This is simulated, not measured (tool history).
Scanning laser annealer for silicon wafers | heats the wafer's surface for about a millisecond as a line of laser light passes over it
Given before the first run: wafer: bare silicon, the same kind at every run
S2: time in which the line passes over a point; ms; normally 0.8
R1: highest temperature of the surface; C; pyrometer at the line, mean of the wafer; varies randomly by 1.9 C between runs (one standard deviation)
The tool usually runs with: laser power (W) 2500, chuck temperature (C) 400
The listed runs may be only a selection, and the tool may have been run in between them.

{"run": 1, "hour": 0.0, "laser power (W)": 2500, "S2": 0.8, "chuck temperature (C)": 400, "R1": 1206}
{"run": 2, "hour": 34.7, "laser power (W)": 2537, "S2": 0.8, "chuck temperature (C)": 400, "R1": 1224}
{"run": 3, "hour": 54.8, "laser power (W)": 2516, "S2": 0.8, "chuck temperature (C)": 400, "R1": 1215}
{"run": 4, "hour": 73.9, "laser power (W)": 2516, "S2": 0.8, "chuck temperature (C)": 400, "R1": 1215}
{"run": 5, "hour": 105.6, "laser power (W)": 2516, "S2": 0.8, "chuck temperature (C)": 400, "R1": 1217}
{"run": 6, "hour": 131.6, "laser power (W)": 2500, "S2": 0.756, "chuck temperature (C)": 400, "R1": 1189}
{"run": 7, "hour": 148.4, "laser power (W)": 2500, "S2": 0.756, "chuck temperature (C)": 400, "R1": 1184}
{"run": 8, "hour": 169.1, "laser power (W)": 2500, "S2": 0.756, "chuck temperature (C)": 400, "R1": 1187}

Run 9 has not been measured yet. What should we expect?
{"run": 9, "hour": 200.6, "laser power (W)": 2168, "S2": 0.704, "chuck temperature (C)": 400, "R1": "?"}

{"run 9": {"R1": 1037}}
With the hidden condition absent and the run-to-run variation left alone, this run would have shown R1 1037 C.
